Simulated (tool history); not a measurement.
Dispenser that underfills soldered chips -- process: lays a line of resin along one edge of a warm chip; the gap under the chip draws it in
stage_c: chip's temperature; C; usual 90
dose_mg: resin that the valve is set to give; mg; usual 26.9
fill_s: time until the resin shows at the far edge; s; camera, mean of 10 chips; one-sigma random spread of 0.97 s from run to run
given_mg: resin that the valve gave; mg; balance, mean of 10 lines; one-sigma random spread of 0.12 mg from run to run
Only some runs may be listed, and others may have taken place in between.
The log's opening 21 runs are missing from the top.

At hour 176.4: new syringe of resin.
Run 22, hour 181.5: usual settings but stage_c 86 C, dose_mg 23 mg. Result: fill_s 131.8 s, given_mg 20.75 mg.
At hour 187.2: new syringe of resin.
Run 23, hour 190.5: usual settings but stage_c 99 C, dose_mg 31.6 mg. Result: fill_s 69.7 s, given_mg 28.07 mg.
At hour 197.8: new syringe of resin.
Run 24, hour 198.7: usual settings but stage_c 99 C, dose_mg 31.3 mg. Result: fill_s 64.5 s, given_mg 27.79 mg.
Run 25, hour 206.2: usual settings but stage_c 99 C, dose_mg 31.3 mg. Result: fill_s 90.9 s, given_mg 27.69 mg.
At hour 208.3: new syringe of resin.
Run 26, hour 213.5: usual settings but stage_c 76 C, dose_mg 26.5 mg. Result: fill_s 191.8 s, given_mg 23.34 mg.
At hour 216.1: dispensing valve cleaned and set on the balance.
At hour 220: new syringe of resin.
Run 27, hour 224.5: usual settings but stage_c 76 C, dose_mg 26.5 mg. Result: fill_s 179.5 s, given_mg 26.26 mg.
At hour 230.3: new syringe of resin.
Run 28, hour 230.3: usual settings but dose_mg 30.9 mg. Result: fill_s 82.8 s, given_mg 30.63 mg.
At hour 241.3: new syringe of resin.
Run 29, hour 241.3: usual settings but dose_mg 30.9 mg. Result: fill_s 83.1 s, given_mg 30.31 mg.
Run 30, hour 248.6: usual settings but stage_c 96 C. Result: fill_s 94.9 s, given_mg 26.15 mg.
At hour 251.7: new syringe of resin.
Run 31, hour 257.9: usual settings but stage_c 97 C, dose_mg 25.8 mg. Result: fill_s 87.2 s, given_mg 25.09 mg.
At hour 262.4: new syringe of resin.
Run 32, hour 270.9: usual settings but stage_c 91 C, dose_mg 28.5 mg. Result: fill_s 119.4 s, given_mg 27.21 mg.
At hour 273.8: new syringe of resin.
At hour 284.1: new syringe of resin.
Run 33, hour 284.1: usual settings but stage_c 86 C, dose_mg 31.3 mg. Result: fill_s 96.9 s, given_mg 29.86 mg.
Run 34, hour 291.4: usual settings but stage_c 83 C. Result: fill_s 156.3 s, given_mg 25.42 mg.
At hour 294.4: new syringe of resin.
At hour 304.9: new syringe of resin.
Run 35, hour 304.9: usual settings but stage_c 83 C. Result: fill_s 112.9 s, given_mg 25.13 mg.

Here are 4 independent what-if runs from the current tool condition. What would each one return?
Run A, hour 312.3: usual settings but stage_c 83 C, dose_mg 26.4 mg. Result: fill_s ?, given_mg ?.
Run B, hour 312.3: usual settings but stage_c 95 C, dose_mg 30.4 mg. Result: fill_s ?, given_mg ?.
Run C, hour 312.3: usual settings but stage_c 80 C, dose_mg 28.9 mg. Result: fill_s ?, given_mg ?.
Run D, hour 312.3: usual settings but stage_c 77 C, dose_mg 23.4 mg. Result: fill_s ?, given_mg ?.

run  fill_s  given_mg
  A     156     24.58
  B    95.5     28.42
  C   171.7     26.92
  D   200.9     21.95
With no hidden state in the tool, these same runs would have given:
run  fill_s  given_mg
  A   121.5     26.42
  B    74.4     30.54
  C   134.6     28.93
  D   155.7     23.58

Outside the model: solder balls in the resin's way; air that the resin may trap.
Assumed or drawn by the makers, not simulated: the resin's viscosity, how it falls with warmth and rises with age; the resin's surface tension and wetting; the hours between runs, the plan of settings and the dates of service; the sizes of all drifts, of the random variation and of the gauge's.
